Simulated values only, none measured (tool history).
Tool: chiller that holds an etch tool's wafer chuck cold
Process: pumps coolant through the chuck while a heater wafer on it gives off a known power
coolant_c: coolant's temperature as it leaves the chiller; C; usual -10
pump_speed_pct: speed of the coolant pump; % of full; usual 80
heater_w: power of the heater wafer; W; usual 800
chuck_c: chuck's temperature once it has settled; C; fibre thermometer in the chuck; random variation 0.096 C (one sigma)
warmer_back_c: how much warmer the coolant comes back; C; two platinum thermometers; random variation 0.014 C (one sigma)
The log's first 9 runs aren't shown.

| run | hour | coolant_c | pump_speed_pct | heater_w | chuck_c | warmer_back_c |
|---|---|---|---|---|---|---|
| 10 | 270.1 | -6 | 80 | 800 | 2.21 | 2.56 |
| 11 | 305.2 | -6 | 80 | 800 | 2.27 | 2.59 |
| 12 | 346.3 | -6 | 80 | 800 | 2.25 | 2.57 |
| 13 | 378.2 | -6 | 80 | 800 | 2.22 | 2.59 |
| 14 | 416.1 | -10 | 80 | 800 | -1.71 | 2.57 |
| 15 | 445.9 | -10 | 80 | 800 | -1.78 | 2.58 |
| 16 | 476.6 | -10 | 80 | 800 | -1.6 | 2.59 |
| 17 | 495.7 | -6 | 80 | 800 | 2.17 | 2.56 |
| 18 | 521.5 | -3 | 90 | 901 | 5.56 | 2.57 |
| 19 | 558.1 | -9 | 89 | 969 | 0.34 | 2.83 |
| 20 | 603.5 | -10 | 80 | 938 | -0.24 | 3.02 |
| 21 | 632.8 | -10 | 80 | 938 | -0.34 | 3.05 |
| 22 | 669.8 | -10 | 89 | 894 | -1.11 | 2.6 |
| 23 | 710.6 | -3 | 86 | 848 | 5.42 | 2.56 |
| 24 | 747.9 | -3 | 86 | 848 | 5.51 | 2.58 |
| 25 | 777.2 | -3 | 86 | 848 | 5.44 | 2.56 |
| 26 | 817.4 | -11 | 81 | 926 | -1.23 | 3.01 |
| 27 | 836.1 | -11 | 81 | 926 | -1.32 | 2.98 |
| 28 | 858.8 | -3 | 79 | 906 | 6.64 | 2.99 |
| 29 | 886.3 | -16 | 90 | 604 | -10.3 | 1.75 |
| 30 | 908.2 | -16 | 90 | 604 | -10.09 | 1.76 |
| 31 | 936.2 | -16 | 90 | 604 | -10.13 | 1.74 |

Forecast each of these 5 alternatives for the next run:
| A | 960.5 | -17 | 78 | 604 | ? | ? |
| B | 960.5 | -1 | 81 | 498 | ? | ? |
| C | 960.5 | -4 | 90 | 604 | ? | ? |
| D | 960.5 | -10 | 80 | 1189 | ? | ? |
| E | 960.5 | -10 | 89 | 800 | ? | ? |

| run | chuck_c | warmer_back_c |
|---|---|---|
| A | -10.62 | 2.04 |
| B | 4.24 | 1.61 |
| C | 1.99 | 1.78 |
| D | 2.72 | 3.9 |
| E | -1.97 | 2.36 |
Without the tool's hidden state the same runs would have given:
| run | chuck_c | warmer_back_c |
|---|---|---|
| A | -11.67 | 1.92 |
| B | 3.44 | 1.52 |
| C | 1.05 | 1.67 |
| D | 0.45 | 3.67 |
| E | -3.31 | 2.22 |
